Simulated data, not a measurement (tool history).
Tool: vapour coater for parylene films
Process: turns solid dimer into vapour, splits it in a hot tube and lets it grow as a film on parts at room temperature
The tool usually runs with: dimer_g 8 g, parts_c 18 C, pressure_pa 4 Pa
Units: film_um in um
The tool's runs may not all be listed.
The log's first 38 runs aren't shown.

run	hour	dimer_g	parts_c	pressure_pa	hours of work since the trap's valve was overhauled	hours of work since the table's thermometer was calibrated	film_um
39	1859.4	4	18	3.51	239	804	1.06
40	1924.3	8	15	6.69	276	841	2.23
41	1982	8	15	6.69	309	874	2.2
42	2030.7	8	15	6.69	337	902	2.16
43	2075.4	5	28	4.47	362	927	0.87
# hour 2098: trap's valve overhauled
44	2141.7	8	18	4.47	25	963	2.26
45	2204.6	7	19	2.45	61	999	1.98
46	2251.8	12	19	7.01	88	1026	3.05
# hour 2282.9: table's thermometer calibrated
47	2308.1	5	19	7.01	120	14	1.29
48	2373.6	11	19	6.24	157	52	2.87

3 ways to go on from here, each from the tool as it stands after run 48. What would each give?
A	2427.4	4	18	3.49	188	83	?
B	2427.4	14	25	5.14	188	83	?
C	2427.4	13	13	7.52	188	83	?

run	film_um
A	1.14
B	3.02
C	4.15
With no hidden state in the tool, these same runs would have given:
run	film_um
A	1.24
B	3.27
C	4.49

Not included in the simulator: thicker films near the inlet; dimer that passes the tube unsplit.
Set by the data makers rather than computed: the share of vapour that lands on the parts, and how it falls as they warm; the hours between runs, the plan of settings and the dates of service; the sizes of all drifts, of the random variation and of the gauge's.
